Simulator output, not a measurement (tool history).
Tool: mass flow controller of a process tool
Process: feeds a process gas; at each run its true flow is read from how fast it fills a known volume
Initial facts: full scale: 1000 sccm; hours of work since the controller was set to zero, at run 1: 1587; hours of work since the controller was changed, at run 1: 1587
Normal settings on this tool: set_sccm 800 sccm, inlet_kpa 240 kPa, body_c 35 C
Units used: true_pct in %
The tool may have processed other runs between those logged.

| run | hour | set_sccm | inlet_kpa | body_c | hours of work since the controller was set to zero | hours of work since the controller was changed | true_pct |
|---|---|---|---|---|---|---|---|
| 1 | 0.0 | 800 | 240 | 35 | 1587 | 1587 | 100.83 |
| 2 | 379.9 | 800 | 189 | 35 | 1735 | 1735 | 100.69 |
| 3 | 583.4 | 800 | 189 | 35 | 1815 | 1815 | 100.78 |
| 4 | 986.1 | 800 | 189 | 27 | 1972 | 1972 | 100.33 |
| 5 | 1224.9 | 283 | 189 | 27 | 2066 | 2066 | 100.03 |
| 6 | 1441.5 | 283 | 189 | 27 | 2150 | 2150 | 100.11 |
| 7 | 1825.0 | 800 | 240 | 35 | 2300 | 2300 | 101.01 |
| 8 | 2022.0 | 800 | 240 | 35 | 2377 | 2377 | 101.17 |
| 9 | 2364.5 | 800 | 240 | 35 | 2511 | 2511 | 101.22 |
| 10 | 2750.5 | 800 | 240 | 35 | 2662 | 2662 | 101.27 |
| 11 | 3044.1 | 800 | 240 | 35 | 2776 | 2776 | 101.37 |
| 12 | 3364.2 | 800 | 240 | 35 | 2901 | 2901 | 101.33 |
| 13 | 3635.6 | 130 | 247 | 22 | 3008 | 3008 | 100.20 |
| 14 | 4071.5 | 193 | 247 | 27 | 3178 | 3178 | 100.81 |
| 15 | 4357.5 | 193 | 247 | 27 | 3290 | 3290 | 100.71 |
| 16 | 4633.0 | 193 | 247 | 27 | 3397 | 3397 | 100.66 |
| 17 | 5010.7 | 193 | 247 | 27 | 3545 | 3545 | 100.91 |
| 18 | 5317.7 | 800 | 208 | 36 | 3665 | 3665 | 101.71 |
| 19 | 5654.7 | 134 | 199 | 36 | 3796 | 3796 | 101.53 |
| 20 | 5965.9 | 280 | 240 | 27 | 3918 | 3918 | 100.98 |
| 21 | 6160.3 | 280 | 240 | 27 | 3994 | 3994 | 101.08 |
| 22 | 6514.3 | 800 | 240 | 24 | 4132 | 4132 | 101.16 |
| 23 | 6699.7 | 257 | 186 | 37 | 4205 | 4205 | 101.66 |
| 24 | 6997.6 | 257 | 166 | 37 | 4321 | 4321 | 101.54 |

Predict each of these 4 candidate next runs independently; none follows another, all start after run 24:
| A | 7210.5 | 800 | 182 | 35 | 4404 | 4404 | ? |
| B | 7210.5 | 115 | 238 | 36 | 4404 | 4404 | ? |
| C | 7210.5 | 430 | 214 | 34 | 4404 | 4404 | ? |
| D | 7210.5 | 257 | 166 | 38 | 4404 | 4404 | ? |

| run | true_pct |
|---|---|
| A | 101.87 |
| B | 101.85 |
| C | 101.70 |
| D | 101.77 |
Had the tool no hidden state, the same runs would have come out as:
| run | true_pct |
|---|---|
| A | 100.62 |
| B | 100.59 |
| C | 100.46 |
| D | 100.51 |

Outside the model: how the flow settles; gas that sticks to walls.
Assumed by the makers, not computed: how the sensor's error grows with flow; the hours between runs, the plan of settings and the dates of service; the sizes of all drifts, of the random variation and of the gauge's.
